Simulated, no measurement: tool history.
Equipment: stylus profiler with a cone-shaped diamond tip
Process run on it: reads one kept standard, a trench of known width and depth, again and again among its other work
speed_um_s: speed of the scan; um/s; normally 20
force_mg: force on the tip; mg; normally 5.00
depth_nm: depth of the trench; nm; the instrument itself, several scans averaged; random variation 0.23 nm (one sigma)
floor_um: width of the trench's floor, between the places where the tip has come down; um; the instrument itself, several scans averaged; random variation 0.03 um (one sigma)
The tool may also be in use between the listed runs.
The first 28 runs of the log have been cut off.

Run 29, hour 560.0: usual settings but speed_um_s 10 um/s, force_mg 12.44 mg. Result: depth_nm 1045.15 nm, floor_um 43.64 um.
Run 30, hour 584.0: usual settings but speed_um_s 10 um/s, force_mg 12.44 mg. Result: depth_nm 1045.45 nm, floor_um 43.68 um.
Run 31, hour 600.9: usual settings but speed_um_s 21 um/s, force_mg 10.71 mg. Result: depth_nm 1041.23 nm, floor_um 43.64 um.
Run 32, hour 617.7: usual settings but speed_um_s 12 um/s, force_mg 3.35 mg. Result: depth_nm 1019.58 nm, floor_um 43.62 um.
Run 33, hour 631.0: usual settings but speed_um_s 11 um/s, force_mg 6.48 mg. Result: depth_nm 1029.59 nm, floor_um 43.62 um.
Run 34, hour 661.8: usual settings but speed_um_s 11 um/s, force_mg 6.48 mg. Result: depth_nm 1030.14 nm, floor_um 43.69 um.
Run 35, hour 689.2: usual settings but speed_um_s 7 um/s, force_mg 4.64 mg. Result: depth_nm 1024.11 nm, floor_um 43.58 um.
Run 36, hour 712.6: usual settings but speed_um_s 5 um/s, force_mg 7.75 mg. Result: depth_nm 1033.95 nm, floor_um 43.66 um.
Run 37, hour 728.4: usual settings but speed_um_s 17 um/s, force_mg 7.75 mg. Result: depth_nm 1033.84 nm, floor_um 43.53 um.
Run 38, hour 754.8: usual settings but speed_um_s 17 um/s, force_mg 7.75 mg. Result: depth_nm 1033.53 nm, floor_um 43.54 um.
Run 39, hour 779.5: usual settings but speed_um_s 5 um/s, force_mg 5.19 mg. Result: depth_nm 1026.25 nm, floor_um 43.53 um.
Run 40, hour 797.2: usual settings but speed_um_s 24 um/s, force_mg 2.78 mg. Result: depth_nm 1017.41 nm, floor_um 43.56 um.
Run 41, hour 812.9: usual settings but speed_um_s 9 um/s, force_mg 2.84 mg. Result: depth_nm 1018.19 nm, floor_um 43.53 um.
Run 42, hour 837.5: usual settings but speed_um_s 9 um/s, force_mg 1.97 mg. Result: depth_nm 1014.28 nm, floor_um 43.51 um.
Run 43, hour 856.5: usual settings but speed_um_s 9 um/s, force_mg 1.97 mg. Result: depth_nm 1014.46 nm, floor_um 43.50 um.
Run 44, hour 873.0: usual settings but speed_um_s 9 um/s, force_mg 1.97 mg. Result: depth_nm 1014.38 nm, floor_um 43.47 um.
Run 45, hour 885.7: usual settings but speed_um_s 16 um/s, force_mg 3.27 mg. Result: depth_nm 1019.53 nm, floor_um 43.53 um.
Run 46, hour 904.5: usual settings but speed_um_s 25 um/s, force_mg 2.06 mg. Result: depth_nm 1014.80 nm, floor_um 43.49 um.
Run 47, hour 918.2: usual settings but speed_um_s 33 um/s, force_mg 2.77 mg. Result: depth_nm 1017.76 nm, floor_um 43.48 um.
Run 48, hour 931.8: usual settings but speed_um_s 75 um/s, force_mg 1.98 mg. Result: depth_nm 1014.43 nm, floor_um 43.31 um.

Consider 3 possible next runs. They are alternatives, not a sequence: every one starts from the tool as it was left by run 48. What does each give?
Run A, hour 952.4: usual settings but speed_um_s 21 um/s, force_mg 1.98 mg. Result: depth_nm ?, floor_um ?.
Run B, hour 952.4: usual settings but speed_um_s 75 um/s, force_mg 14.27 mg. Result: depth_nm ?, floor_um ?.
Run C, hour 952.4: usual settings but speed_um_s 22 um/s, force_mg 9.62 mg. Result: depth_nm ?, floor_um ?.

run  depth_nm  floor_um
  A   1014.52     43.52
  B   1050.19     43.44
  C   1038.72     43.48
With the hidden condition removed and each run's random variation left untouched, the same runs would have given:
run  depth_nm  floor_um
  A   1012.94     44.00
  B   1048.57     43.92
  C   1037.11     43.96
